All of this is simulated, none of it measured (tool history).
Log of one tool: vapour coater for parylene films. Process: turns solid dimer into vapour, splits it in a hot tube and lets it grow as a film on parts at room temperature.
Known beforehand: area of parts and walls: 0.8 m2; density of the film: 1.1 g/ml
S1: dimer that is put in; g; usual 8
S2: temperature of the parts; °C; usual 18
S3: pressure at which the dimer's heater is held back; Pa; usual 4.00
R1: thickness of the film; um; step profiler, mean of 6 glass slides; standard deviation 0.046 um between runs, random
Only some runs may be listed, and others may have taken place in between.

{"run": 1, "hour": 0.0, "S1": 8, "S2": 18, "S3": 4.0, "R1": 5.03}
{"run": 2, "hour": 34.4, "S1": 8, "S2": 18, "S3": 4.0, "R1": 4.98}
{"run": 3, "hour": 54.8, "S1": 8, "S2": 18, "S3": 4.0, "R1": 5.07}
{"run": 4, "hour": 95.4, "S1": 13, "S2": 18, "S3": 4.0, "R1": 8.2}
{"run": 5, "hour": 116.1, "S1": 8, "S2": 12, "S3": 4.0, "R1": 6.09}
{"run": 6, "hour": 149.6, "S1": 8, "S2": 18, "S3": 4.11, "R1": 4.91}
{"run": 7, "hour": 189.4, "S1": 8, "S2": 18, "S3": 4.11, "R1": 4.86}
{"run": 8, "hour": 217.2, "S1": 8, "S2": 18, "S3": 4.11, "R1": 4.9}
{"run": 9, "hour": 240.2, "S1": 8, "S2": 18, "S3": 4.11, "R1": 4.9}
{"run": 10, "hour": 271.6, "S1": 8, "S2": 18, "S3": 4.11, "R1": 4.85}
{"run": 11, "hour": 313.7, "S1": 8, "S2": 18, "S3": 4.11, "R1": 4.75}
{"run": 12, "hour": 335.2, "S1": 8, "S2": 21, "S3": 4.0, "R1": 4.36}
{"run": 13, "hour": 371.3, "S1": 8, "S2": 21, "S3": 4.0, "R1": 4.32}
{"run": 14, "hour": 415.8, "S1": 8, "S2": 15, "S3": 4.0, "R1": 5.25}
{"run": 15, "hour": 463.3, "S1": 7, "S2": 15, "S3": 3.11, "R1": 4.63}
{"run": 16, "hour": 500.3, "S1": 7, "S2": 15, "S3": 3.11, "R1": 4.68}
{"run": 17, "hour": 532.8, "S1": 7, "S2": 15, "S3": 3.11, "R1": 4.66}
{"run": 18, "hour": 572.3, "S1": 7, "S2": 15, "S3": 3.11, "R1": 4.54}
{"run": 19, "hour": 611.3, "S1": 7, "S2": 15, "S3": 3.11, "R1": 4.6}
{"run": 20, "hour": 646.5, "S1": 4, "S2": 15, "S3": 2.52, "R1": 2.62}
{"run": 21, "hour": 666.8, "S1": 4, "S2": 15, "S3": 8.25, "R1": 2.27}
{"run": 22, "hour": 705.9, "S1": 8, "S2": 18, "S3": 5.09, "R1": 5.0}
{"run": 23, "hour": 749.6, "S1": 8, "S2": 23, "S3": 5.09, "R1": 4.21}
{"run": 24, "hour": 784.9, "S1": 8, "S2": 23, "S3": 8.27, "R1": 3.93}
{"run": 25, "hour": 827.7, "S1": 12, "S2": 11, "S3": 9.58, "R1": 8.37}
{"run": 26, "hour": 870.4, "S1": 12, "S2": 11, "S3": 9.58, "R1": 8.41}

Put back what was entered between runs (1 entry, withheld): which listed runs does each sit between, and how does the hidden state differ from the listed run before to the listed run after?
After run 21, before run 22: trap's valve overhauled (hour 699.3)
  vapour lost through the trap's worn valve, %: 13 -> 0.2; true temperature of the parts over the reading, C: -0.29 -> -0.3
  the result without the hidden state subtracted from the measured one, R1: -0.31 -> +0.04 um
